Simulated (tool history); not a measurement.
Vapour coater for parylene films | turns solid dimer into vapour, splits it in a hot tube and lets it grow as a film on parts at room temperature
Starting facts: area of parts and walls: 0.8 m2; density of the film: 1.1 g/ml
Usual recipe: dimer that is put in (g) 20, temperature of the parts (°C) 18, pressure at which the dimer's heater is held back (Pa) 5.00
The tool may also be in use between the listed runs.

run   hour  dimer that is put in (g)  temperature of the parts (°C)  pressure at which the dimer's heater is held back (Pa)  thickness of the film (nm)
  1    0.0                        20                             18                                                    5.00                       10300
  2   20.2                        20                             21                                                    5.00                        9450
  3   41.2                        20                             21                                                    5.00                        9440
  4   54.4                        20                             18                                                    5.00                       10340
  5   74.0                        20                             18                                                    5.00                       10330
  6   99.8                        20                             18                                                    5.00                       10180
  7  114.6                        20                             18                                                    5.00                       10190
  8  136.5                        20                             18                                                    5.00                       10230
  9  162.2                        20                             18                                                    5.00                       10080
 10  178.9                        20                             18                                                    5.00                       10180
 11  205.6                        20                             18                                                    5.00                       10100
 12  219.4                         8                             24                                                    4.99                        3400
 13  244.3                         8                             19                                                    4.75                        3850
     254.3  -- trap's valve overhauled
 14  277.0                         8                             19                                                    4.75                        4470
 15  298.4                         8                             19                                                    4.75                        4410
 16  316.3                         8                             19                                                    4.75                        4330
 17  336.9                        10                             18                                                    5.00                        5590
 18  354.1                        18                             18                                                    3.40                       10280
 19  378.1                        10                             18                                                    4.69                        5520
 20  394.7                        24                             28                                                    8.26                        9590
 21  417.2                        31                             13                                                    2.45                       21080

Results per run with the tool's hidden condition removed, run-to-run variation unchanged:
Hidden conditions of the tool in this case: vapour lost through the trap's worn valve, %; true temperature of the parts over the reading, C; drift of the gauge itself on film_um, %.
run  thickness of the film (nm)
  1                       11240
  2                       10370
  3                       10400
  4                       11420
  5                       11460
  6                       11340
  7                       11390
  8                       11490
  9                       11380
 10                       11530
 11                       11500
 12                        3880
 13                        4430
 14                        4490
 15                        4450
 16                        4390
 17                        5680
 18                       10470
 19                        5650
 20                        9860
 21                       21740
